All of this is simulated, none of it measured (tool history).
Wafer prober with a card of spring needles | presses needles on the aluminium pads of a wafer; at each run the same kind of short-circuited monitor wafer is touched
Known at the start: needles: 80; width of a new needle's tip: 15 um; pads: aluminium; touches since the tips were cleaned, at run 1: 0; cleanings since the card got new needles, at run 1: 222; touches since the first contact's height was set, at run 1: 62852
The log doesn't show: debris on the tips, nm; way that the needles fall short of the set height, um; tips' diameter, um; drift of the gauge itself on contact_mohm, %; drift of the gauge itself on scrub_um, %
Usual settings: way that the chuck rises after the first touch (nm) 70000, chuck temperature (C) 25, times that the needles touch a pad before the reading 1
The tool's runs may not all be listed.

| run | hour | way that the chuck rises after the first touch (nm) | chuck temperature (C) | times that the needles touch a pad before the reading | touches since the tips were cleaned | cleanings since the card got new needles | touches since the first contact's height was set | resistance of one needle with its contact and lead (mohm) | way that a needle slides on the pad (nm) |
|---|---|---|---|---|---|---|---|---|---|
| 1 | 0 | 70000 | 25 | 1 | 0 | 222 | 62852 | 242 | 8920 |
|  | 5 | tips cleaned on abrasive film |
|  | 10.1 | tips cleaned on abrasive film |
|  | 15.1 | tips cleaned on abrasive film |
|  | 20.1 | tips cleaned on abrasive film |
|  | 25.2 | tips cleaned on abrasive film |
|  | 30.2 | tips cleaned on abrasive film |
|  | 34.2 | tips cleaned on abrasive film |
|  | 39.3 | tips cleaned on abrasive film |
|  | 44.3 | tips cleaned on abrasive film |
| 2 | 46 | 70000 | 25 | 1 | 842 | 231 | 85058 | 250 | 8920 |
|  | 49.1 | tips cleaned on abrasive film |
|  | 54.1 | tips cleaned on abrasive film |
|  | 59.2 | tips cleaned on abrasive film |
|  | 63.2 | tips cleaned on abrasive film |
|  | 68.2 | tips cleaned on abrasive film |
|  | 72.3 | tips cleaned on abrasive film |
|  | 77.3 | tips cleaned on abrasive film |
|  | 82.4 | tips cleaned on abrasive film |
|  | 87.4 | tips cleaned on abrasive film |
|  | 91.4 | tips cleaned on abrasive film |
|  | 96.5 | tips cleaned on abrasive film |
|  | 101.5 | tips cleaned on abrasive film |
|  | 106.5 | tips cleaned on abrasive film |
|  | 110.6 | tips cleaned on abrasive film |
|  | 115.6 | tips cleaned on abrasive film |
|  | 119.7 | tips cleaned on abrasive film |
|  | 124.7 | tips cleaned on abrasive film |
|  | 128.7 | tips cleaned on abrasive film |
| 3 | 132.4 | 70000 | 25 | 1 | 1811 | 249 | 126685 | 243 | 8870 |
|  | 133.5 | tips cleaned on abrasive film |
|  | 138.5 | tips cleaned on abrasive film |
|  | 142.6 | tips cleaned on abrasive film |
|  | 147.6 | tips cleaned on abrasive film |
|  | 151.7 | tips cleaned on abrasive film |
|  | 156.7 | tips cleaned on abrasive film |
|  | 161.7 | tips cleaned on abrasive film |
|  | 165.8 | tips cleaned on abrasive film |
|  | 170.8 | tips cleaned on abrasive film |
|  | 175.9 | tips cleaned on abrasive film |
|  | 180.9 | tips cleaned on abrasive film |
|  | 185.9 | tips cleaned on abrasive film |
|  | 191 | tips cleaned on abrasive film |
|  | 195 | tips cleaned on abrasive film |
|  | 200 | tips cleaned on abrasive film |
|  | 205.1 | tips cleaned on abrasive film |
|  | 210.1 | tips cleaned on abrasive film |
|  | 215.1 | tips cleaned on abrasive film |
|  | 219.2 | tips cleaned on abrasive film |
| 4 | 222.1 | 70000 | 25 | 1 | 1418 | 268 | 169861 | 242 | 8810 |
|  | 224.1 | tips cleaned on abrasive film |
|  | 229.2 | tips cleaned on abrasive film |
|  | 234.2 | tips cleaned on abrasive film |
|  | 239.2 | tips cleaned on abrasive film |
|  | 244.3 | tips cleaned on abrasive film |
|  | 249.3 | tips cleaned on abrasive film |
|  | 254.3 | tips cleaned on abrasive film |
|  | 258.4 | tips cleaned on abrasive film |
|  | 263.4 | tips cleaned on abrasive film |
|  | 268.5 | tips cleaned on abrasive film |
|  | 273.5 | tips cleaned on abrasive film |
|  | 277.5 | tips cleaned on abrasive film |
|  | 282.6 | tips cleaned on abrasive film |
|  | 287.6 | tips cleaned on abrasive film |
|  | 299.6 | card fitted with new needles |
|  | 304.6 | tips cleaned on abrasive film |
|  | 309.7 | tips cleaned on abrasive film |
|  | 314.7 | tips cleaned on abrasive film |
|  | 319.7 | tips cleaned on abrasive film |
|  | 323.8 | tips cleaned on abrasive film |
| 5 | 327 | 70000 | 25 | 2 | 1589 | 5 | 13243 | 245 | 8830 |
|  | 328.1 | tips cleaned on abrasive film |
|  | 333.1 | tips cleaned on abrasive film |
|  | 338.2 | tips cleaned on abrasive film |
|  | 343.2 | tips cleaned on abrasive film |
|  | 348.2 | tips cleaned on abrasive film |
|  | 353.3 | tips cleaned on abrasive film |
|  | 358.3 | tips cleaned on abrasive film |
|  | 363.3 | tips cleaned on abrasive film |
|  | 368.4 | tips cleaned on abrasive film |
|  | 373.4 | tips cleaned on abrasive film |
| 6 | 377 | 70000 | 25 | 1 | 1747 | 15 | 37325 | 242 | 8860 |
|  | 378 | tips cleaned on abrasive film |
|  | 383.1 | tips cleaned on abrasive film |
|  | 388.1 | tips cleaned on abrasive film |
|  | 393.1 | tips cleaned on abrasive film |
|  | 398.2 | tips cleaned on abrasive film |
|  | 403.2 | tips cleaned on abrasive film |
|  | 408.2 | tips cleaned on abrasive film |
|  | 413.3 | tips cleaned on abrasive film |
|  | 418.3 | tips cleaned on abrasive film |
|  | 423.4 | tips cleaned on abrasive film |
|  | 428.4 | tips cleaned on abrasive film |
|  | 433.4 | tips cleaned on abrasive film |
|  | 438.5 | tips cleaned on abrasive film |
|  | 442.5 | tips cleaned on abrasive film |
|  | 447.5 | tips cleaned on abrasive film |
|  | 452.6 | tips cleaned on abrasive film |
|  | 457.6 | tips cleaned on abrasive film |
|  | 462.6 | tips cleaned on abrasive film |
|  | 466.7 | tips cleaned on abrasive film |
|  | 471.7 | tips cleaned on abrasive film |
| 7 | 472.7 | 70000 | 25 | 1 | 483 | 35 | 83449 | 243 | 8920 |
|  | 476.7 | tips cleaned on abrasive film |
|  | 481.8 | tips cleaned on abrasive film |
|  | 485.8 | tips cleaned on abrasive film |
|  | 490.9 | tips cleaned on abrasive film |
|  | 495.9 | tips cleaned on abrasive film |
|  | 500.9 | tips cleaned on abrasive film |
|  | 506 | tips cleaned on abrasive film |
|  | 511 | tips cleaned on abrasive film |
|  | 516 | tips cleaned on abrasive film |
|  | 521.1 | tips cleaned on abrasive film |
|  | 525.1 | tips cleaned on abrasive film |
|  | 530.1 | tips cleaned on abrasive film |
|  | 535.2 | tips cleaned on abrasive film |
| 8 | 537.3 | 70000 | 25 | 1 | 1045 | 48 | 114599 | 246 | 8830 |
|  | 539.4 | tips cleaned on abrasive film |
|  | 544.4 | tips cleaned on abrasive film |
|  | 549.4 | tips cleaned on abrasive film |
|  | 554.5 | tips cleaned on abrasive film |
|  | 559.5 | tips cleaned on abrasive film |
|  | 564.5 | tips cleaned on abrasive film |
|  | 569.6 | tips cleaned on abrasive film |
|  | 574.6 | tips cleaned on abrasive film |
|  | 579.2 | tips cleaned on abrasive film |
| 9 | 579.2 | 70000 | 38 | 1 | 0 | 57 | 134793 | 247 | 8790 |
|  | 583.3 | tips cleaned on abrasive film |
|  | 588.3 | tips cleaned on abrasive film |
|  | 593.4 | tips cleaned on abrasive film |
|  | 597.4 | tips cleaned on abrasive film |
|  | 602.4 | tips cleaned on abrasive film |
|  | 606.5 | tips cleaned on abrasive film |
|  | 611.5 | tips cleaned on abrasive film |
|  | 616.6 | tips cleaned on abrasive film |
|  | 621.6 | tips cleaned on abrasive film |
|  | 625.6 | tips cleaned on abrasive film |
|  | 630.7 | tips cleaned on abrasive film |
|  | 635.7 | tips cleaned on abrasive film |
|  | 640.7 | tips cleaned on abrasive film |
|  | 644.8 | tips cleaned on abrasive film |
|  | 649.8 | tips cleaned on abrasive film |
|  | 654.9 | tips cleaned on abrasive film |
|  | 659.9 | tips cleaned on abrasive film |
|  | 664.9 | tips cleaned on abrasive film |
|  | 670 | tips cleaned on abrasive film |
| 10 | 673.5 | 70000 | 38 | 1 | 1740 | 76 | 180234 | 249 | 8880 |
|  | 674.6 | tips cleaned on abrasive film |
|  | 679.6 | tips cleaned on abrasive film |
|  | 684.6 | tips cleaned on abrasive film |
|  | 688.7 | tips cleaned on abrasive film |
|  | 693.7 | tips cleaned on abrasive film |
|  | 698.8 | tips cleaned on abrasive film |
|  | 703.8 | tips cleaned on abrasive film |
|  | 707.8 | tips cleaned on abrasive film |
|  | 712.9 | tips cleaned on abrasive film |
|  | 717.9 | tips cleaned on abrasive film |
|  | 722.9 | tips cleaned on abrasive film |
|  | 727 | tips cleaned on abrasive film |
|  | 732 | tips cleaned on abrasive film |
|  | 736.1 | tips cleaned on abrasive film |
|  | 741.1 | tips cleaned on abrasive film |
|  | 745.1 | tips cleaned on abrasive film |
|  | 750.2 | tips cleaned on abrasive film |
|  | 755.2 | tips cleaned on abrasive film |
|  | 760.2 | tips cleaned on abrasive film |
|  | 765.3 | tips cleaned on abrasive film |
| 11 | 766.2 | 70000 | 25 | 3 | 447 | 96 | 224866 | 247 | 8760 |
|  | 770.2 | tips cleaned on abrasive film |
|  | 773.5 | height of the first contact set anew |
|  | 774.6 | tips cleaned on abrasive film |
|  | 779.6 | tips cleaned on abrasive film |
|  | 784.7 | tips cleaned on abrasive film |
|  | 788.7 | tips cleaned on abrasive film |
|  | 793.7 | tips cleaned on abrasive film |
|  | 798.8 | tips cleaned on abrasive film |
|  | 803.8 | tips cleaned on abrasive film |
|  | 808.8 | tips cleaned on abrasive film |
|  | 812.9 | tips cleaned on abrasive film |
|  | 817.9 | tips cleaned on abrasive film |
|  | 823 | tips cleaned on abrasive film |
|  | 828 | tips cleaned on abrasive film |
|  | 833 | tips cleaned on abrasive film |
|  | 838.1 | tips cleaned on abrasive film |
| 12 | 841.8 | 57000 | 40 | 1 | 1832 | 111 | 32908 | 254 | 7270 |
|  | 842.9 | tips cleaned on abrasive film |
|  | 847.9 | tips cleaned on abrasive film |
|  | 851.9 | tips cleaned on abrasive film |
|  | 857 | tips cleaned on abrasive film |
|  | 861 | tips cleaned on abrasive film |
|  | 866.1 | tips cleaned on abrasive film |
|  | 870.1 | tips cleaned on abrasive film |
|  | 875.1 | tips cleaned on abrasive film |
|  | 880.2 | tips cleaned on abrasive film |
|  | 885.2 | tips cleaned on abrasive film |
|  | 890.2 | tips cleaned on abrasive film |
|  | 895.3 | tips cleaned on abrasive film |
| 13 | 896.4 | 85000 | 29 | 1 | 552 | 123 | 59194 | 244 | 10720 |
|  | 899.4 | tips cleaned on abrasive film |
|  | 903.5 | tips cleaned on abrasive film |
|  | 908.5 | tips cleaned on abrasive film |
|  | 913.6 | tips cleaned on abrasive film |
|  | 918.6 | tips cleaned on abrasive film |
|  | 923.6 | tips cleaned on abrasive film |
|  | 927.7 | tips cleaned on abrasive film |
|  | 932.7 | tips cleaned on abrasive film |
|  | 937.7 | tips cleaned on abrasive film |
|  | 942.8 | tips cleaned on abrasive film |
|  | 947.8 | tips cleaned on abrasive film |
|  | 952.8 | tips cleaned on abrasive film |
|  | 957.9 | tips cleaned on abrasive film |
|  | 961.9 | tips cleaned on abrasive film |
| 14 | 963.7 | 85000 | 29 | 1 | 854 | 137 | 91604 | 243 | 10750 |
|  | 966.7 | tips cleaned on abrasive film |
|  | 970.8 | tips cleaned on abrasive film |
|  | 975.8 | tips cleaned on abrasive film |
|  | 979.9 | tips cleaned on abrasive film |
|  | 984.9 | tips cleaned on abrasive film |
|  | 989.9 | tips cleaned on abrasive film |
|  | 995 | tips cleaned on abrasive film |
|  | 1000 | tips cleaned on abrasive film |
|  | 1004 | tips cleaned on abrasive film |
|  | 1009.1 | tips cleaned on abrasive film |
|  | 1014.1 | tips cleaned on abrasive film |
|  | 1018.1 | tips cleaned on abrasive film |
| 15 | 1020.5 | 85000 | 29 | 1 | 1178 | 149 | 119002 | 243 | 10710 |

Hidden state at the last listed run before each entry between runs and at the first one after, where it differs:
Between runs 1 and 2: tips cleaned on abrasive film (hour 5); tips cleaned on abrasive film (hour 10.1); tips cleaned on abrasive film (hour 15.1); tips cleaned on abrasive film (hour 20.1); tips cleaned on abrasive film (hour 25.2); tips cleaned on abrasive film (hour 30.2); tips cleaned on abrasive film (hour 34.2); tips cleaned on abrasive film (hour 39.3); tips cleaned on abrasive film (hour 44.3)
  debris on the tips, nm: 0.1 -> 0.4; way that the needles fall short of the set height, um: 0.01 -> 0.02; tips' diameter, um: 15.03 -> 15.04
Between runs 2 and 3: tips cleaned on abrasive film (hour 49.1); tips cleaned on abrasive film (hour 54.1); tips cleaned on abrasive film (hour 59.2); tips cleaned on abrasive film (hour 63.2); tips cleaned on abrasive film (hour 68.2); tips cleaned on abrasive film (hour 72.3); tips cleaned on abrasive film (hour 77.3); tips cleaned on abrasive film (hour 82.4); tips cleaned on abrasive film (hour 87.4); tips cleaned on abrasive film (hour 91.4); tips cleaned on abrasive film (hour 96.5); tips cleaned on abrasive film (hour 101.5); tips cleaned on abrasive film (hour 106.5); tips cleaned on abrasive film (hour 110.6); tips cleaned on abrasive film (hour 115.6); tips cleaned on abrasive film (hour 119.7); tips cleaned on abrasive film (hour 124.7); tips cleaned on abrasive film (hour 128.7)
  debris on the tips, nm: 0.4 -> 0.7
Between runs 3 and 4: tips cleaned on abrasive film (hour 133.5); tips cleaned on abrasive film (hour 138.5); tips cleaned on abrasive film (hour 142.6); tips cleaned on abrasive film (hour 147.6); tips cleaned on abrasive film (hour 151.7); tips cleaned on abrasive film (hour 156.7); tips cleaned on abrasive film (hour 161.7); tips cleaned on abrasive film (hour 165.8); tips cleaned on abrasive film (hour 170.8); tips cleaned on abrasive film (hour 175.9); tips cleaned on abrasive film (hour 180.9); tips cleaned on abrasive film (hour 185.9); tips cleaned on abrasive film (hour 191); tips cleaned on abrasive film (hour 195); tips cleaned on abrasive film (hour 200); tips cleaned on abrasive film (hour 205.1); tips cleaned on abrasive film (hour 210.1); tips cleaned on abrasive film (hour 215.1); tips cleaned on abrasive film (hour 219.2)
  debris on the tips, nm: 0.7 -> 0.6; way that the needles fall short of the set height, um: 0.02 -> 0.03
Between runs 4 and 5: tips cleaned on abrasive film (hour 224.1); tips cleaned on abrasive film (hour 229.2); tips cleaned on abrasive film (hour 234.2); tips cleaned on abrasive film (hour 239.2); tips cleaned on abrasive film (hour 244.3); tips cleaned on abrasive film (hour 249.3); tips cleaned on abrasive film (hour 254.3); tips cleaned on abrasive film (hour 258.4); tips cleaned on abrasive film (hour 263.4); tips cleaned on abrasive film (hour 268.5); tips cleaned on abrasive film (hour 273.5); tips cleaned on abrasive film (hour 277.5); tips cleaned on abrasive film (hour 282.6); tips cleaned on abrasive film (hour 287.6); card fitted with new needles (hour 299.6); tips cleaned on abrasive film (hour 304.6); tips cleaned on abrasive film (hour 309.7); tips cleaned on abrasive film (hour 314.7); tips cleaned on abrasive film (hour 319.7); tips cleaned on abrasive film (hour 323.8)
  way that the needles fall short of the set height, um: 0.03 -> 0; tips' diameter, um: 15.04 -> 15
Between runs 5 and 6: tips cleaned on abrasive film (hour 328.1); tips cleaned on abrasive film (hour 333.1); tips cleaned on abrasive film (hour 338.2); tips cleaned on abrasive film (hour 343.2); tips cleaned on abrasive film (hour 348.2); tips cleaned on abrasive film (hour 353.3); tips cleaned on abrasive film (hour 358.3); tips cleaned on abrasive film (hour 363.3); tips cleaned on abrasive film (hour 368.4); tips cleaned on abrasive film (hour 373.4)
  debris on the tips, nm: 0.6 -> 0.7; way that the needles fall short of the set height, um: 0 -> 0.01
Between runs 6 and 7: tips cleaned on abrasive film (hour 378); tips cleaned on abrasive film (hour 383.1); tips cleaned on abrasive film (hour 388.1); tips cleaned on abrasive film (hour 393.1); tips cleaned on abrasive film (hour 398.2); tips cleaned on abrasive film (hour 403.2); tips cleaned on abrasive film (hour 408.2); tips cleaned on abrasive film (hour 413.3); tips cleaned on abrasive film (hour 418.3); tips cleaned on abrasive film (hour 423.4); tips cleaned on abrasive film (hour 428.4); tips cleaned on abrasive film (hour 433.4); tips cleaned on abrasive film (hour 438.5); tips cleaned on abrasive film (hour 442.5); tips cleaned on abrasive film (hour 447.5); tips cleaned on abrasive film (hour 452.6); tips cleaned on abrasive film (hour 457.6); tips cleaned on abrasive film (hour 462.6); tips cleaned on abrasive film (hour 466.7); tips cleaned on abrasive film (hour 471.7)
  debris on the tips, nm: 0.7 -> 0.2; way that the needles fall short of the set height, um: 0.01 -> 0.02; tips' diameter, um: 15 -> 15.01
Between runs 7 and 8: tips cleaned on abrasive film (hour 476.7); tips cleaned on abrasive film (hour 481.8); tips cleaned on abrasive film (hour 485.8); tips cleaned on abrasive film (hour 490.9); tips cleaned on abrasive film (hour 495.9); tips cleaned on abrasive film (hour 500.9); tips cleaned on abrasive film (hour 506); tips cleaned on abrasive film (hour 511); tips cleaned on abrasive film (hour 516); tips cleaned on abrasive film (hour 521.1); tips cleaned on abrasive film (hour 525.1); tips cleaned on abrasive film (hour 530.1); tips cleaned on abrasive film (hour 535.2)
  debris on the tips, nm: 0.2 -> 0.5
Between runs 8 and 9: tips cleaned on abrasive film (hour 539.4); tips cleaned on abrasive film (hour 544.4); tips cleaned on abrasive film (hour 549.4); tips cleaned on abrasive film (hour 554.5); tips cleaned on abrasive film (hour 559.5); tips cleaned on abrasive film (hour 564.5); tips cleaned on abrasive film (hour 569.6); tips cleaned on abrasive film (hour 574.6); tips cleaned on abrasive film (hour 579.2)
  debris on the tips, nm: 0.5 -> 0; way that the needles fall short of the set height, um: 0.02 -> 0.03
Between runs 9 and 10: tips cleaned on abrasive film (hour 583.3); tips cleaned on abrasive film (hour 588.3); tips cleaned on abrasive film (hour 593.4); tips cleaned on abrasive film (hour 597.4); tips cleaned on abrasive film (hour 602.4); tips cleaned on abrasive film (hour 606.5); tips cleaned on abrasive film (hour 611.5); tips cleaned on abrasive film (hour 616.6); tips cleaned on abrasive film (hour 621.6); tips cleaned on abrasive film (hour 625.6); tips cleaned on abrasive film (hour 630.7); tips cleaned on abrasive film (hour 635.7); tips cleaned on abrasive film (hour 640.7); tips cleaned on abrasive film (hour 644.8); tips cleaned on abrasive film (hour 649.8); tips cleaned on abrasive film (hour 654.9); tips cleaned on abrasive film (hour 659.9); tips cleaned on abrasive film (hour 664.9); tips cleaned on abrasive film (hour 670)
  debris on the tips, nm: 0 -> 0.6
Between runs 10 and 11: tips cleaned on abrasive film (hour 674.6); tips cleaned on abrasive film (hour 679.6); tips cleaned on abrasive film (hour 684.6); tips cleaned on abrasive film (hour 688.7); tips cleaned on abrasive film (hour 693.7); tips cleaned on abrasive film (hour 698.8); tips cleaned on abrasive film (hour 703.8); tips cleaned on abrasive film (hour 707.8); tips cleaned on abrasive film (hour 712.9); tips cleaned on abrasive film (hour 717.9); tips cleaned on abrasive film (hour 722.9); tips cleaned on abrasive film (hour 727); tips cleaned on abrasive film (hour 732); tips cleaned on abrasive film (hour 736.1); tips cleaned on abrasive film (hour 741.1); tips cleaned on abrasive film (hour 745.1); tips cleaned on abrasive film (hour 750.2); tips cleaned on abrasive film (hour 755.2); tips cleaned on abrasive film (hour 760.2); tips cleaned on abrasive film (hour 765.3)
  debris on the tips, nm: 0.6 -> 0.2; way that the needles fall short of the set height, um: 0.03 -> 0.04; tips' diameter, um: 15.01 -> 15.02
Between runs 11 and 12: tips cleaned on abrasive film (hour 770.2); height of the first contact set anew (hour 773.5); tips cleaned on abrasive film (hour 774.6); tips cleaned on abrasive film (hour 779.6); tips cleaned on abrasive film (hour 784.7); tips cleaned on abrasive film (hour 788.7); tips cleaned on abrasive film (hour 793.7); tips cleaned on abrasive film (hour 798.8); tips cleaned on abrasive film (hour 803.8); tips cleaned on abrasive film (hour 808.8); tips cleaned on abrasive film (hour 812.9); tips cleaned on abrasive film (hour 817.9); tips cleaned on abrasive film (hour 823); tips cleaned on abrasive film (hour 828); tips cleaned on abrasive film (hour 833); tips cleaned on abrasive film (hour 838.1)
  debris on the tips, nm: 0.2 -> 0.7; way that the needles fall short of the set height, um: 0.04 -> 0.01
Between runs 12 and 13: tips cleaned on abrasive film (hour 842.9); tips cleaned on abrasive film (hour 847.9); tips cleaned on abrasive film (hour 851.9); tips cleaned on abrasive film (hour 857); tips cleaned on abrasive film (hour 861); tips cleaned on abrasive film (hour 866.1); tips cleaned on abrasive film (hour 870.1); tips cleaned on abrasive film (hour 875.1); tips cleaned on abrasive film (hour 880.2); tips cleaned on abrasive film (hour 885.2); tips cleaned on abrasive film (hour 890.2); tips cleaned on abrasive film (hour 895.3)
  debris on the tips, nm: 0.7 -> 0.3
Between runs 13 and 14: tips cleaned on abrasive film (hour 899.4); tips cleaned on abrasive film (hour 903.5); tips cleaned on abrasive film (hour 908.5); tips cleaned on abrasive film (hour 913.6); tips cleaned on abrasive film (hour 918.6); tips cleaned on abrasive film (hour 923.6); tips cleaned on abrasive film (hour 927.7); tips cleaned on abrasive film (hour 932.7); tips cleaned on abrasive film (hour 937.7); tips cleaned on abrasive film (hour 942.8); tips cleaned on abrasive film (hour 947.8); tips cleaned on abrasive film (hour 952.8); tips cleaned on abrasive film (hour 957.9); tips cleaned on abrasive film (hour 961.9)
  debris on the tips, nm: 0.3 -> 0.4; way that the needles fall short of the set height, um: 0.01 -> 0.02
Between runs 14 and 15: tips cleaned on abrasive film (hour 966.7); tips cleaned on abrasive film (hour 970.8); tips cleaned on abrasive film (hour 975.8); tips cleaned on abrasive film (hour 979.9); tips cleaned on abrasive film (hour 984.9); tips cleaned on abrasive film (hour 989.9); tips cleaned on abrasive film (hour 995); tips cleaned on abrasive film (hour 1000); tips cleaned on abrasive film (hour 1004); tips cleaned on abrasive film (hour 1009.1); tips cleaned on abrasive film (hour 1014.1); tips cleaned on abrasive film (hour 1018.1)
  no hidden state differs between the two runs
